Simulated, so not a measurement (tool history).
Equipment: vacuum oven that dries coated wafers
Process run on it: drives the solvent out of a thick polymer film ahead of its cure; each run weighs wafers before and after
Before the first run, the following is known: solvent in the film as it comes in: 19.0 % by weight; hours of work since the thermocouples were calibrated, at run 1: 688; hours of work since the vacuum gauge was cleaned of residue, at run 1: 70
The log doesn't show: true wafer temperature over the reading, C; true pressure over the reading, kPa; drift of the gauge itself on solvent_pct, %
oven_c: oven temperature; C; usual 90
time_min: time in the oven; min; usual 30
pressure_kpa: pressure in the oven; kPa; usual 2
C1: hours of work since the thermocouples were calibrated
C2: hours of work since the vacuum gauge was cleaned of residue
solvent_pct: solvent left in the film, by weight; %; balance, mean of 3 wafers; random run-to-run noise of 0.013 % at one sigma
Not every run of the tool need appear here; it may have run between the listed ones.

Run 1, hour 0: usual settings; C1 688; C2 70. Result: solvent_pct 2.69 %.
Run 2, hour 13.5: usual settings; C1 697; C2 79. Result: solvent_pct 2.69 %.
Run 3, hour 22.4: usual settings; C1 703; C2 84. Result: solvent_pct 2.69 %.
Run 4, hour 30.7: usual settings; C1 708; C2 90. Result: solvent_pct 2.68 %.
Run 5, hour 42: usual settings; C1 715; C2 97. Result: solvent_pct 2.69 %.
Run 6, hour 48.3: usual settings; C1 720; C2 102. Result: solvent_pct 2.69 %.
Run 7, hour 57.2: usual settings; C1 725; C2 107. Result: solvent_pct 2.66 %.
Run 8, hour 64.1: usual settings; C1 730; C2 112. Result: solvent_pct 2.68 %.
Run 9, hour 77.3: usual settings but oven_c 78 C; C1 739; C2 121. Result: solvent_pct 5.27 %.
Run 10, hour 89.7: usual settings but time_min 49 min; C1 747; C2 129. Result: solvent_pct 1.5 %.
Run 11, hour 104.8: usual settings but time_min 49 min; C1 757; C2 139. Result: solvent_pct 1.51 %.
Run 12, hour 111.8: usual settings but time_min 49 min; C1 762; C2 144. Result: solvent_pct 1.5 %.
Run 13, hour 123.7: usual settings but oven_c 89 C, time_min 21 min; C1 770; C2 151. Result: solvent_pct 4.39 %.
Run 14, hour 134: usual settings but oven_c 86 C, pressure_kpa 3.37 kPa; C1 776; C2 158. Result: solvent_pct 4.25 %.
Run 15, hour 146.1: usual settings but oven_c 105 C, pressure_kpa 3.12 kPa; C1 784; C2 166. Result: solvent_pct 1.32 %.
Run 16, hour 159.9: usual settings but oven_c 99 C, time_min 19 min, pressure_kpa 2.14 kPa; C1 793; C2 175. Result: solvent_pct 2.89 %.
Run 17, hour 172.3: usual settings but oven_c 83 C, time_min 50 min, pressure_kpa 6.83 kPa; C1 802; C2 184. Result: solvent_pct 5.73 %.
Run 18, hour 180.8: usual settings but oven_c 103 C; C1 807; C2 189. Result: solvent_pct 1.1 %.
Run 19, hour 193.2: usual settings but oven_c 102 C, pressure_kpa 2.63 kPa; C1 816; C2 197. Result: solvent_pct 1.4 %.
Run 20, hour 199.4: usual settings but pressure_kpa 1.1 kPa; C1 820; C2 202. Result: solvent_pct 2.2 %.
Run 21, hour 214.6: usual settings but pressure_kpa 1.1 kPa; C1 830; C2 212. Result: solvent_pct 2.19 %.
Run 22, hour 228.3: usual settings but pressure_kpa 1.1 kPa; C1 839; C2 221. Result: solvent_pct 2.2 %.

Predict each of these 5 candidate next runs independently; none follows another, all start after run 22:
Run A, hour 240: usual settings but oven_c 86 C, time_min 15 min; C1 847; C2 228. Result: solvent_pct ?.
Run B, hour 240: usual settings but oven_c 82 C, time_min 29 min, pressure_kpa 4.42 kPa; C1 847; C2 228. Result: solvent_pct ?.
Run C, hour 240: usual settings but oven_c 82 C, time_min 19 min, pressure_kpa 1.1 kPa; C1 847; C2 228. Result: solvent_pct ?.
Run D, hour 240: usual settings but time_min 51 min, pressure_kpa 2.03 kPa; C1 847; C2 228. Result: solvent_pct ?.
Run E, hour 240: usual settings but time_min 34 min, pressure_kpa 1.32 kPa; C1 847; C2 228. Result: solvent_pct ?.

run  solvent_pct
  A         6.81
  B         6.02
  C          6.1
  D         1.47
  E         1.93
Without the tool's hidden state the same runs would have given:
run  solvent_pct
  A         6.82
  B         6.04
  C         6.11
  D         1.48
  E         1.93

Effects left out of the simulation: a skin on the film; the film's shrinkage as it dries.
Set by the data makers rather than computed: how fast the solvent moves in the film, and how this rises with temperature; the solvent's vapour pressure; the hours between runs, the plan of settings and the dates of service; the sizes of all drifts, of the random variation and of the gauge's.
